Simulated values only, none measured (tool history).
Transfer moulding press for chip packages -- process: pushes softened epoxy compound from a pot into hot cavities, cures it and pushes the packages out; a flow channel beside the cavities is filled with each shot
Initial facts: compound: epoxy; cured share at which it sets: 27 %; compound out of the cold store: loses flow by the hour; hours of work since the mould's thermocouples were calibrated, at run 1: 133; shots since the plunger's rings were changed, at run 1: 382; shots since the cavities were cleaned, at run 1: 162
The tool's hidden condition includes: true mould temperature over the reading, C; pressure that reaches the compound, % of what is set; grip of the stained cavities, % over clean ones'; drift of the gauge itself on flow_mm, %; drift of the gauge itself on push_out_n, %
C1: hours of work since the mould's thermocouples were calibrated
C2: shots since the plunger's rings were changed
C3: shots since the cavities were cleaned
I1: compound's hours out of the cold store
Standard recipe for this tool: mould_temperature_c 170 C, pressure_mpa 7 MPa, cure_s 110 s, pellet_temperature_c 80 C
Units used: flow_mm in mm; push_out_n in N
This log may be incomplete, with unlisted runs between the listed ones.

Run 1, hour 0: usual settings; C1 133; C2 382; C3 162; I1 47.5. Result: flow_mm 457 mm, push_out_n 340 N.
Run 2, hour 51.3: usual settings; C1 157; C2 771; C3 551; I1 11.8. Result: flow_mm 563 mm, push_out_n 501 N.
At hour 98.9: cavities cleaned with cleaning compound and waxed.
Run 3, hour 106.6: usual settings; C1 182; C2 1179; C3 59; I1 17.6. Result: flow_mm 543 mm, push_out_n 333 N.
Run 4, hour 150.6: usual settings; C1 203; C2 1512; C3 392; I1 10.8. Result: flow_mm 561 mm, push_out_n 450 N.
At hour 219.8: cavities cleaned with cleaning compound and waxed.
Run 5, hour 240.2: usual settings; C1 244; C2 2179; C3 154; I1 29.7. Result: flow_mm 488 mm, push_out_n 376 N.
Run 6, hour 306: usual settings but pressure_mpa 5.24 MPa; C1 275; C2 2677; C3 652; I1 14.7. Result: flow_mm 463 mm, push_out_n 504 N.
At hour 341.9: cavities cleaned with cleaning compound and waxed.
At hour 383.8: mould's thermocouples calibrated.
Run 7, hour 388.7: usual settings but pressure_mpa 5.24 MPa; C1 2; C2 3278; C3 340; I1 45.6. Result: flow_mm 378 mm, push_out_n 436 N.
Run 8, hour 435.2: usual settings but pressure_mpa 5.24 MPa; C1 24; C2 3629; C3 691; I1 39.7. Result: flow_mm 393 mm, push_out_n 499 N.
At hour 462.3: cavities cleaned with cleaning compound and waxed.
Run 9, hour 495.7: usual settings but mould_temperature_c 165 C, pressure_mpa 5.93 MPa, pellet_temperature_c 79 C; C1 52; C2 4076; C3 252; I1 31.7. Result: flow_mm 441 mm, push_out_n 497 N.
Run 10, hour 557.1: usual settings but mould_temperature_c 172 C, pressure_mpa 7.79 MPa; C1 81; C2 4542; C3 718; I1 41.8. Result: flow_mm 450 mm, push_out_n 479 N.
At hour 586.8: cavities cleaned with cleaning compound and waxed.
Run 11, hour 634.3: usual settings but mould_temperature_c 172 C, pressure_mpa 8.28 MPa, cure_s 111 s; C1 116; C2 5115; C3 360; I1 21.9. Result: flow_mm 516 mm, push_out_n 419 N.
At hour 668.9: plunger's sealing rings changed.
Run 12, hour 675.1: usual settings but mould_temperature_c 171 C, pressure_mpa 8.28 MPa, cure_s 111 s; C1 134; C2 47; C3 650; I1 27. Result: flow_mm 563 mm, push_out_n 483 N.
At hour 710.7: cavities cleaned with cleaning compound and waxed.
Run 13, hour 758: usual settings but mould_temperature_c 171 C, pressure_mpa 6.15 MPa, cure_s 111 s, pellet_temperature_c 72 C; C1 173; C2 664; C3 358; I1 46.3. Result: flow_mm 427 mm, push_out_n 418 N.
At hour 831.2: cavities cleaned with cleaning compound and waxed.
Run 14, hour 848.8: usual settings but mould_temperature_c 171 C, pressure_mpa 5.28 MPa, cure_s 111 s, pellet_temperature_c 72 C; C1 215; C2 1341; C3 134; I1 41.7. Result: flow_mm 404 mm, push_out_n 365 N.
Run 15, hour 897.2: usual settings but mould_temperature_c 177 C, pressure_mpa 6.6 MPa, cure_s 135 s, pellet_temperature_c 72 C; C1 237; C2 1707; C3 500; I1 44.5. Result: flow_mm 438 mm, push_out_n 418 N.

4 ways to go on from here, each from the tool as it stands after run 15. What would each give?
At hour 950.2: cavities cleaned with cleaning compound and waxed.
Run A, hour 960.7: usual settings but mould_temperature_c 177 C, pressure_mpa 6.6 MPa, cure_s 135 s, pellet_temperature_c 72 C; C1 266; C2 2177; C3 80; I1 29.9. Result: flow_mm ?, push_out_n ?.
At hour 950.2: cavities cleaned with cleaning compound and waxed.
Run B, hour 960.7: usual settings but mould_temperature_c 174 C, pressure_mpa 8.44 MPa; C1 266; C2 2177; C3 80; I1 29.3. Result: flow_mm ?, push_out_n ?.
At hour 950.2: cavities cleaned with cleaning compound and waxed.
Run C, hour 960.7: usual settings but mould_temperature_c 171 C, pressure_mpa 6.6 MPa, cure_s 135 s, pellet_temperature_c 89 C; C1 266; C2 2177; C3 80; I1 46.6. Result: flow_mm ?, push_out_n ?.
At hour 950.2: cavities cleaned with cleaning compound and waxed.
Run D, hour 960.7: usual settings but mould_temperature_c 177 C, pressure_mpa 6.87 MPa, cure_s 116 s, pellet_temperature_c 81 C; C1 266; C2 2177; C3 80; I1 46.3. Result: flow_mm ?, push_out_n ?.

run  flow_mm  push_out_n
  A      467         289
  B      533         308
  C      428         296
  D      430         304
What these runs would have given with no unlogged condition in the tool:
run  flow_mm  push_out_n
  A      489         262
  B      559         281
  C      448         268
  D      450         276
